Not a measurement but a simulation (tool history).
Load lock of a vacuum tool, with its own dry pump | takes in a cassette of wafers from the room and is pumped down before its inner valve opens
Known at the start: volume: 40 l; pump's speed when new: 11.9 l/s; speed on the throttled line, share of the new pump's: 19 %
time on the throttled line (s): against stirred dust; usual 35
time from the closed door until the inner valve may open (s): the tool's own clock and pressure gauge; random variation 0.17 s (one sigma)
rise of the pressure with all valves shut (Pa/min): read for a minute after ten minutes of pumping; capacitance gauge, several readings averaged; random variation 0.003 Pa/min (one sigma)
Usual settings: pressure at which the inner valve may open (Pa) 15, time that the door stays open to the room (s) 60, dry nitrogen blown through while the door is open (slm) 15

run,hour,time on the throttled line (s),pressure at which the inner valve may open (Pa),time that the door stays open to the room (s),dry nitrogen blown through while the door is open (slm),"incoming humidity of the room's air, %",time from the closed door until the inner valve may open (s),rise of the pressure with all valves shut (Pa/min)
1,0.0,35,15,60,15,42.6,58.2,0.032
2,310.2,35,15,60,15,43.0,58.6,0.039
3,673.1,35,15,60,15,42.7,58.4,0.036
4,1079.4,35,15,60,15,48.4,58.4,0.042
5,1397.6,35,15,60,7,43.8,58.3,0.042
6,2023.1,35,15,107,15,44.7,58.3,0.051
7,2632.2,35,15,107,15,44.6,58.4,0.052
8,3055.4,35,15,107,15,46.7,58.1,0.054
9,3593.8,35,15,61,15,45.5,58.5,0.046
10,4145.8,35,15,60,20,46.0,58.3,0.039

Run 11 comes next. What will it give?
11,4735.3,35,19,54,20,41.9,?,?

Run 11 gave time from the closed door until the inner valve may open (s) 57.3, rise of the pressure with all valves shut (Pa/min) 0.029.
Without the tool's hidden state the same run would have given time from the closed door until the inner valve may open (s) 57.3, rise of the pressure with all valves shut (Pa/min) 0.027.

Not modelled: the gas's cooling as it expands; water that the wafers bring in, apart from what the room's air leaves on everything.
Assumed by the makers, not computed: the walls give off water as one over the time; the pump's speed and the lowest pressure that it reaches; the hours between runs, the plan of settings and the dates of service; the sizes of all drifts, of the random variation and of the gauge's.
